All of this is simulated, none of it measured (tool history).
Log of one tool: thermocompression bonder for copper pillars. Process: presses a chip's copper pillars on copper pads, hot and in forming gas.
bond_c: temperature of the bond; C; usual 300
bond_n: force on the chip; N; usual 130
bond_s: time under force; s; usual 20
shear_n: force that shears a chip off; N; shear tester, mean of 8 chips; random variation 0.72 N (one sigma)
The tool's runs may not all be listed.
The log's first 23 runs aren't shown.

{"hour": 1782.8, "done": "heater calibrated with a thermocouple chip"}
{"hour": 1817.6, "done": "forming gas filter changed"}
{"run": 24, "hour": 1817.6, "bond_c": 300, "bond_n": 146, "bond_s": 34, "shear_n": 61.7}
{"run": 25, "hour": 1865.4, "bond_c": 283, "bond_n": 117, "bond_s": 34, "shear_n": 49.9}
{"run": 26, "hour": 1943.8, "bond_c": 321, "bond_n": 191, "bond_s": 20, "shear_n": 65}
{"run": 27, "hour": 2017.1, "bond_c": 321, "bond_n": 130, "bond_s": 24, "shear_n": 55.4}
{"run": 28, "hour": 2097.4, "bond_c": 321, "bond_n": 130, "bond_s": 24, "shear_n": 55.1}
{"hour": 2143.9, "done": "forming gas filter changed"}
{"run": 29, "hour": 2188.6, "bond_c": 321, "bond_n": 83, "bond_s": 27, "shear_n": 45.9}
{"run": 30, "hour": 2261.8, "bond_c": 315, "bond_n": 123, "bond_s": 13, "shear_n": 43.4}
{"run": 31, "hour": 2338.9, "bond_c": 272, "bond_n": 123, "bond_s": 18, "shear_n": 34.9}
{"run": 32, "hour": 2428.4, "bond_c": 272, "bond_n": 123, "bond_s": 18, "shear_n": 33.2}
{"hour": 2468.8, "done": "forming gas filter changed"}
{"run": 33, "hour": 2483.7, "bond_c": 274, "bond_n": 118, "bond_s": 29, "shear_n": 40.8}
{"run": 34, "hour": 2570.9, "bond_c": 281, "bond_n": 112, "bond_s": 29, "shear_n": 42}
{"run": 35, "hour": 2671.4, "bond_c": 281, "bond_n": 112, "bond_s": 29, "shear_n": 40.2}
{"hour": 2699.7, "done": "heater calibrated with a thermocouple chip"}
{"run": 36, "hour": 2747.2, "bond_c": 313, "bond_n": 130, "bond_s": 33, "shear_n": 58.6}
{"hour": 2797.3, "done": "forming gas filter changed"}
{"run": 37, "hour": 2797.3, "bond_c": 313, "bond_n": 130, "bond_s": 33, "shear_n": 62.4}
{"run": 38, "hour": 2872.2, "bond_c": 316, "bond_n": 149, "bond_s": 16, "shear_n": 54.8}

4 ways to go on from here, each from the tool as it stands after run 38. What would each give?
{"run": "A", "hour": 2926.8, "bond_c": 284, "bond_n": 149, "bond_s": 55, "shear_n": "?"}
{"run": "B", "hour": 2926.8, "bond_c": 300, "bond_n": 130, "bond_s": 21, "shear_n": "?"}
{"run": "C", "hour": 2926.8, "bond_c": 284, "bond_n": 160, "bond_s": 24, "shear_n": "?"}
{"run": "D", "hour": 2926.8, "bond_c": 300, "bond_n": 89, "bond_s": 19, "shear_n": "?"}

run=A shear_n=62.3
run=B shear_n=48.5
run=C shear_n=50.7
run=D shear_n=37.3
Without the tool's hidden state the same runs would have given:
run=A shear_n=66.3
run=B shear_n=52.1
run=C shear_n=54.5
run=D shear_n=40.4
